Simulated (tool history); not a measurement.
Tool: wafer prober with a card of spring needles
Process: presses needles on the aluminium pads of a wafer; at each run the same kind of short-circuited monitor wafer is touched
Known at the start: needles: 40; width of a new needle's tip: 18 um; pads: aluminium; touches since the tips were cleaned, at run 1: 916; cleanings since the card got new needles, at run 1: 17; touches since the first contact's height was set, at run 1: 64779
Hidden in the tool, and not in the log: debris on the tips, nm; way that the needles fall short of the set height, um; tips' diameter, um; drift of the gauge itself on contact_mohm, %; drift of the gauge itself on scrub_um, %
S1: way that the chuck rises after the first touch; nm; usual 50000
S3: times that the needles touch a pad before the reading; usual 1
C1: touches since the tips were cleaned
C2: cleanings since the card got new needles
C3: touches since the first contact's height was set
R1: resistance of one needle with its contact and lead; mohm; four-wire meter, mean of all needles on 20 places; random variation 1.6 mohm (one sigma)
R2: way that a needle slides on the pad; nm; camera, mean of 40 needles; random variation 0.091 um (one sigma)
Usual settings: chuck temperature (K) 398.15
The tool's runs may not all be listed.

Run 1, hour 0.0: usual settings; C1 916; C2 17; C3 64779. Result: R1 166 mohm, R2 7220 nm.
At hour 7.6: tips cleaned on abrasive film.
Run 2, hour 14.1: usual settings; C1 2495; C2 18; C3 70171. Result: R1 182 mohm, R2 7170 nm.
At hour 17.1: tips cleaned on abrasive film.
Run 3, hour 23.8: usual settings; C1 2573; C2 19; C3 73874. Result: R1 186 mohm, R2 7050 nm.
At hour 25.9: tips cleaned on abrasive film.
At hour 34.7: tips cleaned on abrasive film.
Run 4, hour 39.9: usual settings; C1 1982; C2 21; C3 79984. Result: R1 182 mohm, R2 7130 nm.
At hour 44.2: tips cleaned on abrasive film.
Run 5, hour 50.8: usual settings; C1 2535; C2 22; C3 84168. Result: R1 188 mohm, R2 7010 nm.
At hour 53.6: tips cleaned on abrasive film.
At hour 63.2: tips cleaned on abrasive film.
Run 6, hour 70.6: usual settings; C1 2843; C2 24; C3 91695. Result: R1 190 mohm, R2 7040 nm.
At hour 71.9: tips cleaned on abrasive film.
At hour 80.7: tips cleaned on abrasive film.
At hour 90.3: tips cleaned on abrasive film.
Run 7, hour 90.3: usual settings; C1 0; C2 27; C3 99195. Result: R1 153 mohm, R2 6920 nm.
At hour 99.5: tips cleaned on abrasive film.
Run 8, hour 101.6: usual settings; C1 798; C2 28; C3 103504. Result: R1 166 mohm, R2 6990 nm.
At hour 108.7: tips cleaned on abrasive film.
At hour 117.9: tips cleaned on abrasive film.
Run 9, hour 122.1: usual settings; C1 1598; C2 30; C3 111316. Result: R1 179 mohm, R2 6970 nm.
At hour 128.3: tips cleaned on abrasive film.
At hour 136.9: tips cleaned on abrasive film.
Run 10, hour 143.9: usual settings; C1 2698; C2 32; C3 119652. Result: R1 184 mohm, R2 7070 nm.
At hour 145.5: tips cleaned on abrasive film.
At hour 154.5: tips cleaned on abrasive film.
At hour 163.0: tips cleaned on abrasive film.
Run 11, hour 164.1: usual settings but S3 2; C1 414; C2 35; C3 127316. Result: R1 159 mohm, R2 6980 nm.
At hour 172.0: tips cleaned on abrasive film.
At hour 181.3: tips cleaned on abrasive film.
Run 12, hour 184.3: usual settings but S3 2; C1 1185; C2 37; C3 135036. Result: R1 165 mohm, R2 6940 nm.
At hour 190.5: tips cleaned on abrasive film.
Run 13, hour 195.9: usual settings but S1 45000 nm, S3 2; C1 2086; C2 38; C3 139440. Result: R1 183 mohm, R2 6280 nm.
At hour 200.7: tips cleaned on abrasive film.
At hour 210.0: tips cleaned on abrasive film.
Run 14, hour 216.0: usual settings but S1 45000 nm, S3 2; C1 2315; C2 40; C3 147104. Result: R1 181 mohm, R2 6150 nm.
At hour 219.7: tips cleaned on abrasive film.
Run 15, hour 226.6: usual settings but S1 45000 nm, S3 2; C1 2671; C2 41; C3 151158. Result: R1 183 mohm, R2 6190 nm.
At hour 229.7: tips cleaned on abrasive film.
At hour 238.7: tips cleaned on abrasive film.
Run 16, hour 240.2: usual settings but S1 45000 nm, S3 2; C1 581; C2 43; C3 156335. Result: R1 165 mohm, R2 6170 nm.
At hour 242.3: height of the first contact set anew.
At hour 247.9: tips cleaned on abrasive film.
Run 17, hour 255.1: usual settings but S1 49000 nm; C1 2777; C2 44; C3 4894. Result: R1 197 mohm, R2 6570 nm.
At hour 256.4: tips cleaned on abrasive film.
At hour 265.0: tips cleaned on abrasive film.
Run 18, hour 266.9: usual settings but S1 37000 nm, chuck temperature (K) 335.15, S3 2; C1 767; C2 46; C3 9379. Result: R1 169 mohm, R2 4890 nm.
At hour 274.5: tips cleaned on abrasive film.
Run 19, hour 282.7: usual settings but S1 61000 nm, chuck temperature (K) 306.15; C1 3167; C2 47; C3 15418. Result: R1 170 mohm, R2 8190 nm.
At hour 284.0: tips cleaned on abrasive film.
At hour 293.9: tips cleaned on abrasive film.
Run 20, hour 295.4: usual settings but S1 61000 nm, chuck temperature (K) 306.15; C1 566; C2 49; C3 20225. Result: R1 141 mohm, R2 8210 nm.
At hour 303.5: tips cleaned on abrasive film.
At hour 312.4: tips cleaned on abrasive film.
Run 21, hour 312.7: usual settings but S1 61000 nm, chuck temperature (K) 306.15; C1 114; C2 51; C3 26823. Result: R1 139 mohm, R2 8270 nm.
At hour 322.6: tips cleaned on abrasive film.
Run 22, hour 325.2: usual settings but S1 61000 nm, chuck temperature (K) 306.15; C1 999; C2 52; C3 31601. Result: R1 150 mohm, R2 8220 nm.
At hour 332.3: tips cleaned on abrasive film.
At hour 341.0: tips cleaned on abrasive film.
Run 23, hour 341.3: usual settings but chuck temperature (K) 321.15, S3 2; C1 108; C2 54; C3 37711. Result: R1 143 mohm, R2 6540 nm.
At hour 350.3: tips cleaned on abrasive film.
Run 24, hour 350.3: usual settings but chuck temperature (K) 355.15, S3 2; C1 0; C2 55; C3 41153. Result: R1 148 mohm, R2 6670 nm.
At hour 359.7: tips cleaned on abrasive film.
At hour 368.5: tips cleaned on abrasive film.
At hour 370.8: height of the first contact set anew, once more.
Run 25, hour 372.1: usual settings but chuck temperature (K) 355.15, S3 2; C1 1278; C2 57; C3 514. Result: R1 161 mohm, R2 7260 nm.
At hour 377.4: tips cleaned on abrasive film.
Run 26, hour 382.7: usual settings but chuck temperature (K) 312.15; C1 2047; C2 58; C3 4555. Result: R1 176 mohm, R2 7460 nm.
At hour 386.0: tips cleaned on abrasive film.
At hour 394.9: tips cleaned on abrasive film.
Run 27, hour 402.3: usual settings but chuck temperature (K) 312.15; C1 2835; C2 60; C3 12036. Result: R1 179 mohm, R2 7270 nm.
At hour 403.6: tips cleaned on abrasive film.
At hour 412.2: tips cleaned on abrasive film.
At hour 422.1: tips cleaned on abrasive film.
Run 28, hour 422.1: usual settings but chuck temperature (K) 312.15; C1 0; C2 63; C3 19532. Result: R1 142 mohm, R2 7240 nm.
At hour 430.6: tips cleaned on abrasive film.
Run 29, hour 436.6: usual settings but S1 45000 nm, chuck temperature (K) 368.15, S3 2; C1 2284; C2 64; C3 25081. Result: R1 173 mohm, R2 6500 nm.
At hour 440.2: tips cleaned on abrasive film.
At hour 449.0: tips cleaned on abrasive film.
Run 30, hour 450.9: usual settings but chuck temperature (K) 313.15; C1 747; C2 66; C3 30540. Result: R1 153 mohm, R2 7310 nm.
At hour 457.5: tips cleaned on abrasive film.
Run 31, hour 460.4: usual settings but chuck temperature (K) 359.15; C1 1115; C2 67; C3 34142. Result: R1 164 mohm, R2 7100 nm.

4 ways to go on from here, each from the tool as it stands after run 31. What would each give?
At hour 466.2: tips cleaned on abrasive film.
At hour 475.3: tips cleaned on abrasive film.
Run A, hour 477.5: usual settings but S1 37000 nm, chuck temperature (K) 312.15, S3 3; C1 838; C2 69; C3 40670. Result: R1 ?, R2 ?.
At hour 466.2: tips cleaned on abrasive film.
At hour 475.3: tips cleaned on abrasive film.
Run B, hour 477.5: usual settings; C1 838; C2 69; C3 40670. Result: R1 ?, R2 ?.
At hour 466.2: tips cleaned on abrasive film.
At hour 475.3: tips cleaned on abrasive film.
Run C, hour 477.5: usual settings but chuck temperature (K) 367.15; C1 838; C2 69; C3 40670. Result: R1 ?, R2 ?.
At hour 466.2: tips cleaned on abrasive film.
At hour 475.3: tips cleaned on abrasive film.
Run D, hour 477.5: usual settings but S1 41000 nm, chuck temperature (K) 333.15; C1 838; C2 69; C3 40670. Result: R1 ?, R2 ?.

run   R1    R2
  A  156  5140
  B  169  7070
  C  163  7240
  D  171  5840
Without the tool's hidden state the same runs would have given:
run   R1    R2
  A  141  5240
  B  150  7180
  C  143  7340
  D  141  5940

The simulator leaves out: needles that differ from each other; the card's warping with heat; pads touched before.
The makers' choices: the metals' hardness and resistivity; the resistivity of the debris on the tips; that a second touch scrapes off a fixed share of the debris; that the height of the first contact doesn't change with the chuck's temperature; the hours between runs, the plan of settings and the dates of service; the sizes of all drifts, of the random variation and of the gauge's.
